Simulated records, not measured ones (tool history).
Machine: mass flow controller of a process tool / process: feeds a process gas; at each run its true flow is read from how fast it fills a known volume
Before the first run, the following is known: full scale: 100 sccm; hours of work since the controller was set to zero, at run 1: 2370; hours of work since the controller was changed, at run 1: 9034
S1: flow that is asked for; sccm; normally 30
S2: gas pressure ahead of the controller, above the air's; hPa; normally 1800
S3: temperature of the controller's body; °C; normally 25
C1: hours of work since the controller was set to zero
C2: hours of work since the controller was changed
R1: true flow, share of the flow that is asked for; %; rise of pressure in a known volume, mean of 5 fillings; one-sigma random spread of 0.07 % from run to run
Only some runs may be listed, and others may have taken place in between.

| run | day | S1 | S2 | S3 | C1 | C2 | R1 |
|---|---|---|---|---|---|---|---|
| 1 | 0.000 | 30 | 1800 | 25 | 2370 | 9034 | 97.86 |
| 2 | 17.592 | 30 | 1800 | 25 | 2675 | 9339 | 97.93 |
| 3 | 35.050 | 27 | 1800 | 25 | 2978 | 9642 | 98.19 |
| 4 | 43.083 | 27 | 1800 | 25 | 3117 | 9781 | 98.25 |
| 5 | 52.688 | 30 | 1800 | 25 | 3284 | 9947 | 97.97 |
| 6 | 61.167 | 30 | 1800 | 25 | 3431 | 10095 | 98.16 |
| 7 | 72.712 | 30 | 1800 | 25 | 3631 | 10295 | 98.20 |
| 8 | 89.508 | 71 | 1800 | 25 | 3923 | 10586 | 97.28 |
| 9 | 99.408 | 71 | 1800 | 25 | 4094 | 10758 | 97.19 |
|  | 102.725 | controller exchanged for a calibrated one |
| 10 | 116.850 | 30 | 1800 | 25 | 245 | 245 | 99.38 |
| 11 | 129.221 | 30 | 1800 | 25 | 460 | 460 | 99.32 |
| 12 | 146.038 | 30 | 1800 | 25 | 751 | 751 | 99.46 |
| 13 | 160.804 | 30 | 1800 | 25 | 1007 | 1007 | 99.33 |
| 14 | 173.779 | 30 | 1800 | 25 | 1232 | 1232 | 99.62 |
| 15 | 189.246 | 30 | 1800 | 25 | 1501 | 1501 | 99.65 |
| 16 | 204.225 | 30 | 1800 | 25 | 1760 | 1760 | 99.65 |
| 17 | 212.408 | 30 | 1800 | 25 | 1902 | 1902 | 99.65 |
| 18 | 223.683 | 30 | 1720 | 25 | 2098 | 2098 | 99.73 |
| 19 | 231.175 | 30 | 1720 | 25 | 2228 | 2228 | 99.71 |
| 20 | 247.479 | 30 | 1800 | 25 | 2511 | 2511 | 99.75 |
| 21 | 263.025 | 30 | 1800 | 25 | 2780 | 2780 | 99.76 |
| 22 | 281.125 | 30 | 1800 | 25 | 3094 | 3094 | 99.97 |
| 23 | 295.475 | 30 | 1800 | 25 | 3343 | 3343 | 100.09 |
| 24 | 307.842 | 30 | 1800 | 25 | 3558 | 3558 | 100.06 |
| 25 | 318.950 | 30 | 1800 | 25 | 3750 | 3750 | 99.95 |
| 26 | 333.462 | 64 | 1930 | 34 | 4002 | 4002 | 98.88 |
| 27 | 342.196 | 64 | 1930 | 34 | 4154 | 4154 | 98.78 |
| 28 | 359.162 | 64 | 1930 | 34 | 4448 | 4448 | 98.72 |
| 29 | 369.842 | 63 | 1750 | 27 | 4633 | 4633 | 99.14 |
| 30 | 383.212 | 12 | 1650 | 30 | 4865 | 4865 | 103.82 |
| 31 | 398.200 | 30 | 2080 | 22 | 5125 | 5125 | 100.70 |
| 32 | 409.421 | 55 | 2470 | 28 | 5320 | 5320 | 99.33 |
| 33 | 425.250 | 27 | 1790 | 34 | 5594 | 5594 | 100.04 |
| 34 | 433.946 | 15 | 1900 | 25 | 5745 | 5745 | 103.40 |
| 35 | 444.592 | 30 | 1800 | 29 | 5930 | 5930 | 100.32 |
| 36 | 455.292 | 41 | 1800 | 24 | 6115 | 6115 | 99.89 |
| 37 | 463.367 | 41 | 1800 | 24 | 6255 | 6255 | 99.81 |
|  | 469.479 | controller's zero set anew |
| 38 | 472.229 | 41 | 1800 | 24 | 48 | 6409 | 97.49 |
| 39 | 489.312 | 41 | 2490 | 28 | 344 | 6705 | 97.47 |
| 40 | 505.833 | 41 | 2440 | 40 | 631 | 6991 | 96.66 |
| 41 | 515.579 | 41 | 2300 | 40 | 800 | 7160 | 96.75 |
| 42 | 527.017 | 18 | 2050 | 26 | 998 | 7359 | 97.97 |
| 43 | 540.450 | 18 | 2050 | 26 | 1231 | 7592 | 98.04 |
| 44 | 554.833 | 95 | 2250 | 24 | 1480 | 7841 | 97.81 |
| 45 | 566.692 | 95 | 2250 | 24 | 1686 | 8047 | 97.64 |
| 46 | 577.083 | 95 | 2250 | 21 | 1866 | 8227 | 98.01 |
| 47 | 589.217 | 95 | 2250 | 21 | 2077 | 8438 | 97.95 |
| 48 | 597.146 | 95 | 2240 | 20 | 2214 | 8575 | 98.00 |

Below are 3 alternative next runs, each starting from the tool's condition after run 48. Predict each:
| A | 605.312 | 89 | 1610 | 28 | 2356 | 8717 | ? |
| B | 605.312 | 70 | 1420 | 20 | 2356 | 8717 | ? |
| C | 605.312 | 95 | 2650 | 25 | 2356 | 8717 | ? |

| run | R1 |
|---|---|
| A | 97.16 |
| B | 97.72 |
| C | 97.80 |
Had the tool no hidden state, the same runs would have come out as:
| run | R1 |
|---|---|
| A | 99.52 |
| B | 99.95 |
| C | 100.19 |
